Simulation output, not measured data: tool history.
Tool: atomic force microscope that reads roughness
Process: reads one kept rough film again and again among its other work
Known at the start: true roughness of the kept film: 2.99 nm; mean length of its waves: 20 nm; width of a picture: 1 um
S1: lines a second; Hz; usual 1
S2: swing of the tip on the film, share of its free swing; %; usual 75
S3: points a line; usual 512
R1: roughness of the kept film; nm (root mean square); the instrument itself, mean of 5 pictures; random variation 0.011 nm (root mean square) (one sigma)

run	hour	S1	S2	S3	R1
1	0	1	75	512	2.077
# hour 29.7: new tip fitted
2	31.3	1	75	512	2.441
3	58.6	1	75	512	2.305
4	94.9	1	75	512	2.16
5	139.5	1	75	512	1.992
# hour 153.5: new tip fitted
6	167.9	1	75	512	2.35
7	195.7	1	75	512	2.244
8	230.3	1	75	512	2.103
# hour 275.6: new tip fitted
9	275.6	1	55	512	2.481
10	317.6	1	55	512	2.31
11	358.4	1	55	512	2.154
# hour 396.6: new tip fitted
12	406.5	2.71	55	512	2.394
13	432.8	0.63	75	512	2.281
14	472.1	0.63	75	512	2.141
15	493	0.63	75	512	2.044
# hour 519.9: new tip fitted
16	525.6	0.63	75	512	2.421
17	560.6	1	75	512	2.229
18	590.6	1	75	512	2.121
19	622	1	75	512	2.016
# hour 642.3: new tip fitted
20	648.1	0.78	75	512	2.412
# hour 666.8: height scale calibrated on a step standard
21	672	1	75	696	2.342
22	720.9	1	75	696	2.161
23	753.7	1	75	696	2.053
# hour 765.8: new tip fitted
24	795.6	1	75	696	2.349
25	836.2	1	75	512	2.179
26	872.2	1	75	512	2.027
# hour 886.8: new tip fitted
27	906.1	2.46	75	969	2.294
28	935.2	1.65	65	568	2.258
29	983.9	1.65	65	568	2.084
# hour 1009.5: new tip fitted
30	1009.5	1.87	56	260	2.435
31	1060.1	1.87	56	260	2.237
32	1091.8	2.82	75	380	1.983
33	1117.9	1	59	512	2.099
# hour 1131.7: new tip fitted
34	1162.6	1	59	512	2.362
35	1187.1	1	59	512	2.278
36	1227.5	1	75	897	2.098
# hour 1253.3: new tip fitted
37	1261.5	2.46	68	428	2.337
38	1282.3	2.46	86	434	2.066
39	1318.1	2.46	86	517	1.928
40	1343	2.09	75	512	2.001
41	1367.7	1.66	59	950	2.027
# hour 1374.1: new tip fitted
42	1416	1.66	59	587	2.3
43	1442.9	3.03	58	275	2.103
44	1472.3	1	86	625	2.017
# hour 1497.1: new tip fitted
45	1497.1	1	86	625	2.389
46	1544	1	86	625	2.178
47	1574.5	1	86	625	2.076
48	1599.5	2.48	68	300	1.943
# hour 1618.2: new tip fitted
49	1649.4	2.48	68	300	2.211
50	1672.9	2.48	68	300	2.128
51	1715.9	0.82	70	512	2.086
# hour 1740.4: new tip fitted
52	1752.7	1.15	80	746	2.349

Forecast each of these 4 alternatives for the next run:
A	1791.9	1	65	512	?
B	1791.9	1	87	512	?
C	1791.9	0.61	89	821	?
D	1791.9	2.23	63	708	?

run	R1
A	2.283
B	2.168
C	2.223
D	2.237
Without the tool's hidden state the same runs would have given:
run	R1
A	2.543
B	2.417
C	2.477
D	2.493

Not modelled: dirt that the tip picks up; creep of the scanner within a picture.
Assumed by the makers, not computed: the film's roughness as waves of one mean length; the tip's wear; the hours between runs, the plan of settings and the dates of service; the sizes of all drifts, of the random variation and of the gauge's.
